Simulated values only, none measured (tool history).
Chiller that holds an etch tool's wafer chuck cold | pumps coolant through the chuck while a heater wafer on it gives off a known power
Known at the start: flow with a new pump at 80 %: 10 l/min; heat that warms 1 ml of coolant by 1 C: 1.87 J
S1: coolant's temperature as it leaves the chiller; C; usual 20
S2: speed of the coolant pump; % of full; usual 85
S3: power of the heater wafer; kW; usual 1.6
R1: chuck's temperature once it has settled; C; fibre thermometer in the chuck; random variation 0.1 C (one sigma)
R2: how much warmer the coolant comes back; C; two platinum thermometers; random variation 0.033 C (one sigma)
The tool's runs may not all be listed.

run 1 day=0 | S1=20 S2=85 S3=1.6 | R1=29.7 R2=4.86
run 2 day=2.212 | S1=20 S2=85 S3=1.6 | R1=29.8 R2=4.84
run 3 day=4.642 | S1=20 S2=85 S3=1.6 | R1=29.8 R2=4.85
run 4 day=7.842 | S1=20 S2=85 S3=1.6 | R1=29.8 R2=4.85
run 5 day=11.321 | S1=20 S2=85 S3=1.6 | R1=29.7 R2=4.82
-- day=13.742 coolant changed, channels flushed
run 6 day=13.9 | S1=20 S2=85 S3=1.6 | R1=29.6 R2=4.76
run 7 day=16.45 | S1=20 S2=85 S3=1.6 | R1=29.7 R2=4.73
run 8 day=19.762 | S1=20 S2=85 S3=1.6 | R1=29.9 R2=4.77
run 9 day=22.158 | S1=20 S2=85 S3=0.996 | R1=26.2 R2=2.89
run 10 day=24.633 | S1=20 S2=85 S3=0.996 | R1=26.1 R2=2.86
run 11 day=27.646 | S1=22 S2=85 S3=1.6 | R1=31.8 R2=4.76
run 12 day=30.433 | S1=20 S2=85 S3=1.6 | R1=29.9 R2=4.68
run 13 day=34.2 | S1=20 S2=85 S3=1.6 | R1=29.8 R2=4.7
run 14 day=38.6 | S1=20 S2=85 S3=2.085 | R1=32.5 R2=6.15
run 15 day=41.146 | S1=20 S2=85 S3=2.085 | R1=32.7 R2=6.08
run 16 day=43.588 | S1=27 S2=85 S3=1.6 | R1=36.7 R2=4.6
run 17 day=46.708 | S1=20 S2=85 S3=1.889 | R1=31.8 R2=5.44
run 18 day=49.283 | S1=17 S2=85 S3=1.6 | R1=26.9 R2=4.52
run 19 day=53.358 | S1=28 S2=89 S3=1.676 | R1=37.7 R2=4.51
-- day=55.429 gauge calibrated
run 20 day=57.229 | S1=14 S2=84 S3=1.676 | R1=24.5 R2=5.16
run 21 day=59.25 | S1=14 S2=84 S3=1.676 | R1=24.3 R2=5.12
-- day=62.058 coolant pump overhauled
run 22 day=62.346 | S1=10 S2=66 S3=0.995 | R1=17.1 R2=3.83
run 23 day=66.175 | S1=19 S2=79 S3=0.901 | R1=24.6 R2=2.84
run 24 day=70.375 | S1=21 S2=85 S3=1.326 | R1=29 R2=3.92
run 25 day=72.738 | S1=13 S2=62 S3=2.064 | R1=28.6 R2=8.4
run 26 day=76.933 | S1=13 S2=62 S3=2.064 | R1=28.6 R2=8.43
-- day=78.404 chiller's thermometer calibrated
run 27 day=79.512 | S1=13 S2=62 S3=2.064 | R1=28.6 R2=8.4
run 28 day=82.067 | S1=20 S2=85 S3=1.719 | R1=30.5 R2=5.09
run 29 day=84.633 | S1=11 S2=85 S3=0.954 | R1=16.8 R2=2.73
run 30 day=87.125 | S1=11 S2=85 S3=0.954 | R1=16.9 R2=2.76
run 31 day=91.854 | S1=11 S2=85 S3=0.954 | R1=16.8 R2=2.68
run 32 day=96.117 | S1=11 S2=85 S3=0.954 | R1=16.8 R2=2.68
run 33 day=98.629 | S1=19 S2=99 S3=0.875 | R1=23.8 R2=2.07

3 ways to go on from here, each from the tool as it stands after run 33. What would each give?
run A day=102.283 | S1=29 S2=68 S3=1.543 | R1=? R2=?
run B day=102.283 | S1=14 S2=98 S3=1.504 | R1=? R2=?
run C day=102.283 | S1=15 S2=79 S3=2.077 | R1=? R2=?

run=A R1=40.1 R2=5.55
run=B R1=22.6 R2=3.67
run=C R1=28.4 R2=6.51
Without the tool's hidden state the same runs would have given:
run=A R1=40.1 R2=5.81
run=B R1=22.6 R2=3.94
run=C R1=28.4 R2=6.77
